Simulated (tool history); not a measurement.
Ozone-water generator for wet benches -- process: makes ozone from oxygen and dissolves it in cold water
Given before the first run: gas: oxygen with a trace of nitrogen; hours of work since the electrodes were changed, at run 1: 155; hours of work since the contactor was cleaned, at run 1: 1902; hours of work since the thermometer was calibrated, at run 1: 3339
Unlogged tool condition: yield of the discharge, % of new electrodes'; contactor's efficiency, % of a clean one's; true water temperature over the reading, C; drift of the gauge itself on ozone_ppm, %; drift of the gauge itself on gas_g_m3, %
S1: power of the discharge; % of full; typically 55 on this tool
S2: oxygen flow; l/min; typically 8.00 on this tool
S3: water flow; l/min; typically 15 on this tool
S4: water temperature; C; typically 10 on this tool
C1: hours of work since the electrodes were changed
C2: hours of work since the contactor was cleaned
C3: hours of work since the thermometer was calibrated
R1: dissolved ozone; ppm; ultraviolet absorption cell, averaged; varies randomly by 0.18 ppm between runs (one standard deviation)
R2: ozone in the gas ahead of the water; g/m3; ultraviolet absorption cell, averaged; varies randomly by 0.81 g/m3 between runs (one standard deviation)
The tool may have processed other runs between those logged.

| run | day | S1 | S2 | S3 | S4 | C1 | C2 | C3 | R1 | R2 |
|---|---|---|---|---|---|---|---|---|---|---|
| 1 | 0.000 | 55 | 8.00 | 15 | 10 | 155 | 1902 | 3339 | 24.1 | 127.0 |
| 2 | 1.171 | 55 | 8.00 | 15 | 5 | 180 | 1926 | 3363 | 26.1 | 124.7 |
| 3 | 2.262 | 55 | 8.00 | 15 | 5 | 202 | 1949 | 3386 | 26.3 | 127.0 |
| 4 | 3.062 | 55 | 8.00 | 15 | 5 | 219 | 1966 | 3403 | 26.0 | 126.5 |
| 5 | 4.954 | 55 | 8.00 | 15 | 5 | 259 | 2005 | 3442 | 26.2 | 125.4 |
| 6 | 5.758 | 55 | 8.00 | 15 | 5 | 275 | 2022 | 3459 | 26.0 | 126.0 |
| 7 | 7.354 | 55 | 8.00 | 15 | 10 | 309 | 2055 | 3492 | 24.0 | 125.4 |
| 8 | 9.338 | 55 | 8.00 | 15 | 10 | 350 | 2097 | 3534 | 23.9 | 125.2 |
| 9 | 10.762 | 55 | 8.00 | 15 | 10 | 380 | 2126 | 3563 | 23.7 | 124.9 |
| 10 | 12.258 | 55 | 8.00 | 15 | 10 | 411 | 2158 | 3595 | 23.9 | 124.7 |
| 11 | 13.862 | 55 | 6.28 | 15 | 10 | 444 | 2191 | 3628 | 24.1 | 142.2 |
| 12 | 15.779 | 55 | 6.28 | 15 | 10 | 484 | 2231 | 3668 | 24.1 | 142.2 |
| 13 | 17.004 | 55 | 6.28 | 15 | 10 | 510 | 2257 | 3694 | 24.1 | 141.6 |
| 14 | 18.342 | 55 | 8.00 | 15 | 10 | 538 | 2285 | 3722 | 23.7 | 125.2 |
| 15 | 20.146 | 55 | 8.00 | 15 | 10 | 576 | 2322 | 3759 | 23.8 | 124.4 |
| 16 | 22.079 | 55 | 8.00 | 15 | 10 | 616 | 2363 | 3800 | 23.6 | 125.2 |
| 17 | 23.283 | 55 | 8.00 | 15 | 10 | 641 | 2388 | 3825 | 23.7 | 125.3 |
| 18 | 24.967 | 55 | 8.00 | 15 | 10 | 676 | 2423 | 3860 | 23.6 | 124.7 |
| 19 | 26.254 | 55 | 8.00 | 15 | 10 | 703 | 2450 | 3887 | 23.8 | 124.8 |
| 20 | 28.104 | 55 | 8.00 | 15 | 10 | 742 | 2488 | 3925 | 23.8 | 124.9 |
| 21 | 29.462 | 83 | 8.00 | 15 | 10 | 770 | 2517 | 3954 | 32.2 | 168.2 |
| 22 | 30.662 | 83 | 8.00 | 15 | 10 | 795 | 2542 | 3979 | 32.5 | 169.2 |
| 23 | 31.867 | 55 | 5.87 | 15 | 10 | 820 | 2567 | 4004 | 24.1 | 144.6 |
| 24 | 33.296 | 93 | 11.37 | 17 | 6 | 850 | 2597 | 4034 | 33.1 | 154.8 |
| 25 | 34.433 | 55 | 8.00 | 12 | 16 | 874 | 2620 | 4057 | 24.0 | 124.0 |
| 26 | 35.725 | 55 | 8.00 | 12 | 16 | 901 | 2647 | 4084 | 23.9 | 125.0 |
| 27 | 36.792 | 55 | 10.16 | 10 | 11 | 923 | 2670 | 4107 | 27.9 | 110.6 |
| 28 | 38.404 | 55 | 10.16 | 10 | 11 | 956 | 2703 | 4140 | 28.3 | 109.8 |
| 29 | 39.367 | 55 | 12.02 | 10 | 9 | 977 | 2723 | 4160 | 28.1 | 101.6 |
| 30 | 40.758 | 79 | 7.29 | 21 | 6 | 1006 | 2752 | 4189 | 25.5 | 172.2 |
| 31 | 41.858 | 79 | 7.29 | 21 | 6 | 1029 | 2775 | 4212 | 25.2 | 171.6 |

Here are 4 independent what-if runs from the current tool condition. What would each one return?
| A | 42.829 | 55 | 8.81 | 15 | 10 | 1049 | 2796 | 4233 | ? | ? |
| B | 42.829 | 55 | 8.00 | 24 | 8 | 1049 | 2796 | 4233 | ? | ? |
| C | 42.829 | 79 | 8.15 | 21 | 10 | 1049 | 2796 | 4233 | ? | ? |
| D | 42.829 | 51 | 11.18 | 15 | 9 | 1049 | 2796 | 4233 | ? | ? |

| run | R1 | R2 |
|---|---|---|
| A | 23.3 | 117.7 |
| B | 16.8 | 124.0 |
| C | 23.9 | 161.4 |
| D | 21.8 | 100.1 |
With the hidden condition removed and each run's random variation left untouched, the same runs would have given:
| run | R1 | R2 |
|---|---|---|
| A | 24.2 | 120.2 |
| B | 17.5 | 126.7 |
| C | 25.0 | 166.1 |
| D | 22.6 | 102.1 |

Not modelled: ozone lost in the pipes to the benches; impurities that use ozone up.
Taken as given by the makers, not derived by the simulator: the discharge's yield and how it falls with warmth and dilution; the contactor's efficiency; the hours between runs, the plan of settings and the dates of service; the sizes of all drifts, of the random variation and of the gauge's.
